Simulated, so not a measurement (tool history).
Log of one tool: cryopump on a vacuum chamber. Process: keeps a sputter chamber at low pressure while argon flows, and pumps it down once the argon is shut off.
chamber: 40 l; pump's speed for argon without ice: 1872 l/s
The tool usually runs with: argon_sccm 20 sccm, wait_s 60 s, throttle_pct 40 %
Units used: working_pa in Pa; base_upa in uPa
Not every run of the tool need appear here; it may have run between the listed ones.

run,hour,argon_sccm,wait_s,throttle_pct,working_pa,base_upa
1,0,20,60,40,0.0495,1.99
2,78.6,20,60,40,0.0497,2.06
3,129.1,20,60,40,0.05,2.08
4,206,20,60,40,0.0506,2.2
5,286.3,20,51,40,0.0515,2.49
6,359.5,15,60,40,0.0381,2.4
# hour 415.3: pump warmed up, emptied and cooled again
7,415.3,20,60,40,0.0462,2.14
# hour 454.3: leaking fittings of the chamber tightened, without venting
8,491.3,20,33,40,0.0468,2.18
9,560.2,20,60,40,0.0466,1.36
10,619.3,20,60,40,0.0476,1.45
11,672.7,20,60,40,0.0474,1.41
12,710.2,20,60,40,0.0476,1.5
13,752.4,12,30,16,0.0698,2.6
14,816.3,10,30,16,0.0586,2.67
15,896.5,14,105,16,0.0811,1.21
16,960.5,18,51,55,0.0332,1.96
17,1035,18,51,55,0.0345,2.01
18,1089.8,18,122,55,0.0345,1.35
19,1141.5,20,131,40,0.0517,1.4
20,1219.4,20,131,40,0.0523,1.46

For run 21, what comes out?
21,1255.4,20,131,40,?,?

working_pa: 0.0524 Pa
base_upa: 1.49 uPa
Minus the tool's unlogged condition, the same run would have read working_pa 0.0452 Pa, base_upa 0.63 uPa.
